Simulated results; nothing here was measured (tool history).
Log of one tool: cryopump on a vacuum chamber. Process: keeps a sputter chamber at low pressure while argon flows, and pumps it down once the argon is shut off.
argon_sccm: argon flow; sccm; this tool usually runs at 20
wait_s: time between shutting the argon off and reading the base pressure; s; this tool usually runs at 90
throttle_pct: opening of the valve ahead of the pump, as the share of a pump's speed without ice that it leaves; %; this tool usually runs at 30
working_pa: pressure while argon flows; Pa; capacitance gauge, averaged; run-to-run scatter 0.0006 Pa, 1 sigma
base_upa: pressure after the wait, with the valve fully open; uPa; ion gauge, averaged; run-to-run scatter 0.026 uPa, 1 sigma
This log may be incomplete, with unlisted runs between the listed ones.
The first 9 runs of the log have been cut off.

run,day,argon_sccm,wait_s,throttle_pct,working_pa,base_upa
10,11.125,20,29,30,0.0833,4.15
11,12.221,20,29,30,0.0838,4.06
12,13.862,20,29,30,0.0841,4.31
13,15.258,20,77,30,0.0846,2.57
14,16.129,20,133,30,0.0857,2.09
15,17.388,20,133,30,0.0858,2.17
16,18.429,20,133,30,0.0863,2.29
17,19.483,20,133,30,0.0867,2.28

For run 18, what comes out?
18,20.421,9,91,16,?,?

{"run 18": {"working_pa": 0.0718, "base_upa": 2.6}}
Minus the tool's unlogged condition, the same run would have read working_pa 0.0698 Pa, base_upa 1.1 uPa.
